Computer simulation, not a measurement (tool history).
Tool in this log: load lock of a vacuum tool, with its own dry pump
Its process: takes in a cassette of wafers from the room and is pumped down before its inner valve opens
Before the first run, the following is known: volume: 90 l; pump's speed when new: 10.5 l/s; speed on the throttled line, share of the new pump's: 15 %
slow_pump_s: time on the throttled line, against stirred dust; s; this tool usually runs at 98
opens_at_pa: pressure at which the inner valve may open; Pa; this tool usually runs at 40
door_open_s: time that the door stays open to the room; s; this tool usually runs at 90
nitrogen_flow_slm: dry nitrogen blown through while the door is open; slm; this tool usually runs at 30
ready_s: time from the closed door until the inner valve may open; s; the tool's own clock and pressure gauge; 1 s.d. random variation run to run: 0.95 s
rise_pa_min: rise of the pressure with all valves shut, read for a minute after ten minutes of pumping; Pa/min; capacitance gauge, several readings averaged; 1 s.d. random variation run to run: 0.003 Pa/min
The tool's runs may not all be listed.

run,day,slow_pump_s,opens_at_pa,door_open_s,nitrogen_flow_slm,"incoming humidity of the room's air, %",ready_s,rise_pa_min
1,0,98,40,90,30,45.5,151.3,0.094
2,2.283,98,40,90,30,44.7,151.3,0.092
3,4.612,98,40,90,30,46.6,149.8,0.1
4,8.383,98,40,90,30,48.7,153.1,0.098
5,11.412,98,40,90,30,46.9,151.3,0.107
6,14.921,76,40,90,30,47.5,132.7,0.108
7,17.229,76,40,90,30,43.5,133.7,0.108
8,19.296,76,40,90,30,48.1,132.5,0.114
9,22.504,76,40,90,30,45.9,133.6,0.115
10,26.488,60,38,197,43,47.2,120.9,0.122
11,29.038,98,40,90,17,45.3,152.5,0.134
12,32.592,77,40,90,30,44.5,134,0.125
13,36.346,102,40,44,40,43.9,154.3,0.131
14,39.525,102,40,44,40,43.7,156.4,0.135
15,42.05,98,40,188,7,45.2,150.2,0.166
16,44.896,98,40,188,7,43.8,151.4,0.174
17,48.058,84,40,36,7,44.9,140.8,0.167
18,50.712,84,40,108,10,43.3,139.9,0.173

For some of the steps in ready_s from one run to the next: how much would appear even if the tool had no hidden state, given the settings, what came in and random variation, and how much remains for the hidden state plus any gauge scatter that the measured result and the result without hidden state don't share?
Hidden conditions of the tool in this case: pump's speed, % of a new pump's; leak at the door's seal, Pa l/s; drift of the gauge itself on ready_s, %; drift of the gauge itself on rise_pa_min, %.
Run 5 -> 6: slow_pump_s 98 -> 76. ready_s -18.6 s: hidden state +0.2, all else -18.8.
Run 10 -> 11: slow_pump_s 60 -> 98, opens_at_pa 38 -> 40, door_open_s 197 -> 90, nitrogen_flow_slm 43 -> 17. ready_s +31.6 s: hidden state -0.1, all else +31.7.
